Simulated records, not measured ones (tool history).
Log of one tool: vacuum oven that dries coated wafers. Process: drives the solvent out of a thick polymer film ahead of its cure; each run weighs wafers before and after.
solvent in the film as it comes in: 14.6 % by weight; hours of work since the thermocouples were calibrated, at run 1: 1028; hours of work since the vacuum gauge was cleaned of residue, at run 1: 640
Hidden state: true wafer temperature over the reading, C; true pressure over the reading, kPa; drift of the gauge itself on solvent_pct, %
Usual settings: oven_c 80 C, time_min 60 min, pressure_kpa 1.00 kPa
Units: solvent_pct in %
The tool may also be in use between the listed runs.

| run | hour | oven_c | time_min | pressure_kpa | hours of work since the thermocouples were calibrated | hours of work since the vacuum gauge was cleaned of residue | solvent_pct |
|---|---|---|---|---|---|---|---|
| 1 | 0.0 | 80 | 60 | 1.00 | 1028 | 640 | 2.51 |
| 2 | 38.4 | 80 | 60 | 1.00 | 1045 | 657 | 2.44 |
| 3 | 92.9 | 80 | 60 | 1.00 | 1068 | 680 | 2.56 |
| 4 | 138.0 | 80 | 60 | 1.00 | 1087 | 699 | 2.49 |
| 5 | 190.8 | 67 | 60 | 1.00 | 1110 | 721 | 6.52 |
| 6 | 220.5 | 67 | 60 | 1.00 | 1122 | 734 | 6.49 |
| 7 | 259.0 | 67 | 60 | 1.00 | 1139 | 751 | 6.64 |
| 8 | 315.8 | 67 | 60 | 1.00 | 1163 | 775 | 6.59 |
| 9 | 346.5 | 80 | 67 | 1.00 | 1176 | 788 | 2.30 |
| 10 | 412.5 | 80 | 60 | 1.00 | 1204 | 816 | 2.59 |
| 11 | 460.0 | 80 | 60 | 1.00 | 1225 | 836 | 2.66 |
| 12 | 493.4 | 80 | 101 | 1.50 | 1239 | 851 | 1.53 |
|  | 501.3 | oven's thermocouples calibrated |
| 13 | 532.8 | 80 | 39 | 1.50 | 13 | 866 | 5.03 |
| 14 | 561.3 | 80 | 60 | 3.98 | 26 | 879 | 4.73 |
| 15 | 606.0 | 72 | 84 | 0.73 | 45 | 898 | 3.91 |
| 16 | 671.5 | 72 | 84 | 0.73 | 73 | 926 | 3.95 |
| 17 | 704.4 | 72 | 84 | 0.73 | 87 | 940 | 3.92 |
| 18 | 732.7 | 89 | 60 | 0.93 | 99 | 952 | 1.16 |
|  | 745.7 | oven's thermocouples calibrated, once more |
| 19 | 781.3 | 91 | 39 | 0.61 | 15 | 972 | 1.00 |
| 20 | 821.2 | 91 | 39 | 0.61 | 32 | 989 | 1.11 |
| 21 | 862.2 | 91 | 39 | 0.61 | 50 | 1006 | 1.16 |

3 ways to go on from here, each from the tool as it stands after run 21. What would each give?
| A | 905.6 | 80 | 55 | 3.78 | 68 | 1025 | ? |
| B | 905.6 | 91 | 39 | 2.29 | 68 | 1025 | ? |
| C | 905.6 | 80 | 60 | 1.62 | 68 | 1025 | ? |

| run | solvent_pct |
|---|---|
| A | 3.93 |
| B | 1.69 |
| C | 2.51 |
Without the tool's hidden state the same runs would have given:
| run | solvent_pct |
|---|---|
| A | 3.61 |
| B | 1.49 |
| C | 2.22 |

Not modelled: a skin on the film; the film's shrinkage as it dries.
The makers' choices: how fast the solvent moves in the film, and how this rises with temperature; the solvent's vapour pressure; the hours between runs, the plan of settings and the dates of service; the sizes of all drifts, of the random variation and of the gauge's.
